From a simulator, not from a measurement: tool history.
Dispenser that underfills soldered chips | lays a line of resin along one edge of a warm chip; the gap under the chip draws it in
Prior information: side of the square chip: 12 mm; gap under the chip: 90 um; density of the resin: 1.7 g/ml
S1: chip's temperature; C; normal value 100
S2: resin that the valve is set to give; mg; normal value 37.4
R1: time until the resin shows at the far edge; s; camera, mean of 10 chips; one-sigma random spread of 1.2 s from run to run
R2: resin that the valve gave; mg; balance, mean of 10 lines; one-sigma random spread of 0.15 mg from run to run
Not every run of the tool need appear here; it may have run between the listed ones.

run	hour	S1	S2	R1	R2
1	0.0	100	37.4	184.5	35.08
# hour 1.0: new syringe of resin
2	8.3	100	37.4	173.6	35.20
# hour 10.8: new syringe of resin
3	16.5	100	37.4	160.0	34.80
# hour 20.5: new syringe of resin
4	25.9	114	37.4	102.1	34.85
# hour 30.3: new syringe of resin
# hour 31.3: dispensing valve cleaned and set on the balance
5	35.4	114	37.4	96.2	37.31
# hour 41.2: new syringe of resin
6	47.9	90	37.4	227.9	37.29
# hour 51.2: new syringe of resin
7	57.3	90	37.4	224.4	37.04
# hour 61.1: new syringe of resin
8	67.8	90	37.4	227.8	37.02
# hour 70.9: new syringe of resin
# hour 80.6: new syringe of resin
9	81.7	90	37.4	167.9	36.85
# hour 90.0: new syringe of resin
10	92.5	109	37.4	101.0	36.49
# hour 99.4: new syringe of resin
11	105.0	109	32.7	118.5	31.86
# hour 109.6: new syringe of resin
12	114.1	100	37.4	144.7	36.41
# hour 119.7: new syringe of resin
13	123.3	87	37.4	212.4	36.54
# hour 129.7: new syringe of resin
14	136.0	87	45.2	243.8	43.82
# hour 139.2: new syringe of resin
15	147.4	100	37.4	176.1	35.91
# hour 149.0: new syringe of resin
16	153.6	89	37.4	208.7	36.12
# hour 159.1: new syringe of resin
17	167.1	89	37.4	251.0	35.75
# hour 168.8: new syringe of resin
18	175.4	101	46.8	154.3	44.47
# hour 178.7: new syringe of resin
19	186.8	101	41.1	169.0	39.11
# hour 188.6: new syringe of resin
20	194.1	99	44.7	152.6	42.30
# hour 198.4: new syringe of resin
21	201.4	100	42.1	134.1	39.32
# hour 208.5: new syringe of resin
22	213.7	93	37.8	186.5	35.64
# hour 218.0: new syringe of resin
23	226.5	96	45.1	202.2	42.08
# hour 227.7: new syringe of resin
# hour 234.3: dispensing valve cleaned and set on the balance
24	235.3	104	32.7	143.0	32.46
# hour 238.2: new syringe of resin
# hour 248.2: new syringe of resin
25	249.1	104	32.7	108.6	32.43
# hour 258.1: new syringe of resin
26	260.0	110	38.7	91.1	38.40
# hour 267.8: new syringe of resin
27	269.4	110	46.9	92.9	45.85
# hour 277.9: new syringe of resin
28	282.9	96	34.6	168.0	33.74
# hour 287.4: new syringe of resin
29	289.4	96	34.6	141.3	33.89
30	296.0	96	34.6	204.1	33.80
# hour 297.4: new syringe of resin
31	305.0	96	34.6	189.8	33.59
# hour 307.6: new syringe of resin
32	315.7	96	37.4	196.5	36.19
# hour 318.2: new syringe of resin
# hour 327.9: new syringe of resin
33	329.6	85	38.1	199.4	36.64
# hour 337.7: new syringe of resin
34	339.3	107	35.4	101.8	33.91

3 ways to go on from here, each from the tool as it stands after run 34. What would each give?
# hour 347.2: new syringe of resin
A	352.9	107	39.3	?	?
# hour 347.2: new syringe of resin
B	352.9	99	36.8	?	?
# hour 347.2: new syringe of resin
C	352.9	97	34.6	?	?

run	R1	R2
A	120.3	37.20
B	152.9	35.08
C	168.9	32.99
Stripped of hidden state, with their random variation kept, the same runs would have yielded:
run	R1	R2
A	95.1	38.97
B	121.2	36.74
C	133.6	34.55
